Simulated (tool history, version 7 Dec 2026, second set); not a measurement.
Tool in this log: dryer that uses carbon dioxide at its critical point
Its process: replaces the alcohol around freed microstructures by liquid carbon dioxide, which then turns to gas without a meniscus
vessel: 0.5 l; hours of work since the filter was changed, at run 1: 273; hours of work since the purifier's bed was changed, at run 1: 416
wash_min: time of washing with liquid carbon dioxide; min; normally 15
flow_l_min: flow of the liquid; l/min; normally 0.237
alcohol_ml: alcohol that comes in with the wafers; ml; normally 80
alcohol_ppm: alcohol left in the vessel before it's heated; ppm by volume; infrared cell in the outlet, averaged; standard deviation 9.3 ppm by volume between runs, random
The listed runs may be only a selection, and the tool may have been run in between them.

run   hour  wash_min  flow_l_min  alcohol_ml  hours of work since the filter was changed  hours of work since the purifier's bed was changed  alcohol_ppm
  1    0.0        15       0.237          80                                         273                                                 416          882
  2   22.9        15       0.237          80                                         289                                                 433          913
  3   33.4        15       0.237          39                                         297                                                 441          517
  4   51.5        15       0.345          80                                         310                                                 454          204
  5   61.2        16       0.237          80                                         317                                                 461          715
  6   82.6        14       0.237          80                                         333                                                 477         1343
  7   97.2        15       0.174          80                                         344                                                 487         3346
  8  111.0        15       0.237          80                                         354                                                 497          981
  9  122.4        15       0.214          80                                         362                                                 506         1605
 10  138.3        15       0.214          50                                         374                                                 517         1043
 11  156.1        15       0.177          50                                         387                                                 530         2125
 12  170.3        15       0.237         111                                         397                                                 541         1436
 13  188.8        15       0.237         111                                         411                                                 554         1450
 14  204.0        15       0.237         111                                         422                                                 565         1533
 15  219.8        15       0.331          80                                         433                                                 577          290
 16  233.0        15       0.331          80                                         443                                                 586          291
     238.0  -- inlet filter changed
 17  249.1        20       0.146          80                                           8                                                 598         1454
 18  261.4        15       0.281          80                                          17                                                 607          347
 19  283.5        13       0.343          80                                          33                                                 623          302
 20  307.4        15       0.328          80                                          51                                                 640          220
 21  329.9        15       0.328          80                                          67                                                 657          246
 22  351.5        15       0.328          80                                          83                                                 672          243
 23  366.4        15       0.303          21                                          94                                                 683          199
 24  378.6        15       0.270          22                                         103                                                 692          243

Predict the results of run 25:
 25  401.6        15       0.310          22                                         120                                                 709            ?

For run 25 the tool returned alcohol_ppm 197 ppm by volume.
On a tool with no hidden condition, and with the same random variation, this run would have come out at alcohol_ppm 22 ppm by volume.
